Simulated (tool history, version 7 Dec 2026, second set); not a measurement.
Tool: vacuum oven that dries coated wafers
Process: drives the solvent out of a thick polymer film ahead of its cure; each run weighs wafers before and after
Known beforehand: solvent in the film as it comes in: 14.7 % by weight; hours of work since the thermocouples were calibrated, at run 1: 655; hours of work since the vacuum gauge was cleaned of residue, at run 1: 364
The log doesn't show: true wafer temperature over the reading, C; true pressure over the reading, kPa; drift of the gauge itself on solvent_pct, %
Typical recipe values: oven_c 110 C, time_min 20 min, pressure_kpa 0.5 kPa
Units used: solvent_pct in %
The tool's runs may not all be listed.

run,hour,oven_c,time_min,pressure_kpa,hours of work since the thermocouples were calibrated,hours of work since the vacuum gauge was cleaned of residue,solvent_pct
1,0,110,20,0.5,655,364,2.06
2,69.7,110,20,0.5,699,408,2.09
3,149,110,20,0.5,750,459,2.13
4,230.1,110,20,0.5,801,510,2.09
# hour 283.2: oven's thermocouples calibrated
5,305.5,110,20,0.5,14,557,2.21
6,357.2,110,18,0.5,47,589,2.55
7,436,110,31,0.5,97,639,1.07
8,475.5,110,31,0.5,122,664,1.08
9,535.8,110,26,0.5,160,703,1.44
10,599.6,110,26,0.5,201,743,1.45
11,665.8,110,20,0.5,243,785,2.15
12,701.2,105,20,0.5,265,808,2.86
13,753.3,105,20,0.5,298,841,2.86
14,788.6,122,20,0.5,320,863,0.98
15,848,110,20,0.5,358,901,2.23
16,896.5,110,20,0.5,389,931,2.15
17,950.3,110,20,0.5,423,966,2.22
18,1023.6,110,20,0.292,469,1012,2.04
19,1103.9,110,16,0.292,520,1063,2.96
20,1160.9,110,16,0.292,557,1099,2.89
21,1239.6,110,16,0.292,606,1149,2.83
22,1280.2,110,20,0.903,632,1175,2.45
23,1347.4,110,20,0.5,675,1217,2.25
24,1416.4,110,20,0.5,719,1261,2.23
25,1473.2,110,20,1.885,755,1297,3.05
# hour 1481.6: vacuum gauge cleaned of residue and calibrated
26,1530.2,110,20,1.885,790,31,3.14
27,1584,100,29,0.329,824,65,2.33
# hour 1603.6: oven's thermocouples calibrated
# hour 1628.5: vacuum gauge cleaned of residue and calibrated, once more
28,1645.7,110,25,0.652,26,11,1.66
29,1710.7,117,32,0.658,67,52,0.66
30,1762,117,32,0.658,99,85,0.67
31,1820.6,104,20,0.454,137,122,3.1
32,1863.6,110,19,0.325,164,149,2.3
33,1903.8,95,20,0.5,189,175,4.53
34,1965,95,20,0.5,228,213,4.52
35,2012.5,110,12,1.029,258,243,4.53
36,2049.2,110,12,1.029,282,267,4.51
37,2085.5,96,35,0.749,305,290,2.51
38,2126.5,110,20,0.454,331,316,2.22
39,2161.4,110,32,0.511,353,338,1.03
40,2241.5,110,25,1.653,403,389,2.34
41,2297.3,110,25,1.653,439,424,2.39
42,2360.3,110,25,1.653,479,464,2.31
43,2420.3,102,11,0.866,517,502,6.08
44,2471.8,102,11,0.866,550,535,6.1
45,2518.7,102,11,0.866,579,564,6.02
46,2589.5,117,32,1.497,624,609,1.18
47,2669.4,123,32,1.497,675,660,0.9

Below are 4 alternative next runs, each starting from the tool's condition after run 47. Predict each:
A,2714.5,110,25,0.5,703,689,?
B,2714.5,115,28,1.497,703,689,?
C,2714.5,97,20,0.5,703,689,?
D,2714.5,99,32,0.473,703,689,?

run,solvent_pct
A,1.59
B,1.47
C,4.25
D,2.02
The same runs, with their run-to-run variation unchanged, on a tool lacking any hidden condition would have given:
run,solvent_pct
A,1.51
B,1.4
C,4.16
D,1.91
